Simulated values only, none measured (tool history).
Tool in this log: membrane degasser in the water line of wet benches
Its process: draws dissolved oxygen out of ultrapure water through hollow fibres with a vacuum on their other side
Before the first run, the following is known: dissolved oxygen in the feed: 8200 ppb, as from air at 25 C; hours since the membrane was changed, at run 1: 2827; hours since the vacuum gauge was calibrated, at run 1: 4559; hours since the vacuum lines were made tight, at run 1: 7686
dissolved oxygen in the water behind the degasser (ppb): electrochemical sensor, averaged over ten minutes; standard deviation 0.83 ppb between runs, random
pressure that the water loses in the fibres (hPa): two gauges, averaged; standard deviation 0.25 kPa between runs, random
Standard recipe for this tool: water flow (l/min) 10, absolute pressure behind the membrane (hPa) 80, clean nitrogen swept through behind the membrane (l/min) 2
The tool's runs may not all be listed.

run	hour	water flow (l/min)	absolute pressure behind the membrane (hPa)	clean nitrogen swept through behind the membrane (l/min)	hours since the membrane was changed	hours since the vacuum gauge was calibrated	hours since the vacuum lines were made tight	dissolved oxygen in the water behind the degasser (ppb)	pressure that the water loses in the fibres (hPa)
1	0	10	80	2	2827	4559	7686	82.3	687.6
2	109.5	10	80	2	2936	4668	7795	82.8	691.6
3	203.1	10	72.6	2	3030	4762	7889	74.9	685.6
4	300.4	10	72.6	2	3127	4859	7986	73.7	691
5	350.1	10	72.6	2	3177	4909	8036	74.4	689.9
# hour 355.4: vacuum gauge calibrated
6	410	10	86.5	2	3236	55	8095	92.2	689.7
7	455.9	10	86.5	2	3282	101	8141	92.9	689.6
8	519.2	10	86.5	2	3345	164	8204	93.1	691.2
# hour 583.2: vacuum gauge calibrated, once more
9	617.1	10	88	0.83	3443	34	8302	180.2	692.6
10	727.3	9	111	1.64	3553	144	8412	122.1	624.6
11	830.4	9	111	1.64	3656	247	8515	120.2	622.9

Run 12 has not been measured yet. What should we expect?
12	918.8	14	189.7	0.86	3745	336	8603	?	?

Run 12 produced dissolved oxygen in the water behind the degasser (ppb) 635, pressure that the water loses in the fibres (hPa) 973.1.
Had the tool carried no hidden state, the very same run would have given dissolved oxygen in the water behind the degasser (ppb) 616.6, pressure that the water loses in the fibres (hPa) 944.2.

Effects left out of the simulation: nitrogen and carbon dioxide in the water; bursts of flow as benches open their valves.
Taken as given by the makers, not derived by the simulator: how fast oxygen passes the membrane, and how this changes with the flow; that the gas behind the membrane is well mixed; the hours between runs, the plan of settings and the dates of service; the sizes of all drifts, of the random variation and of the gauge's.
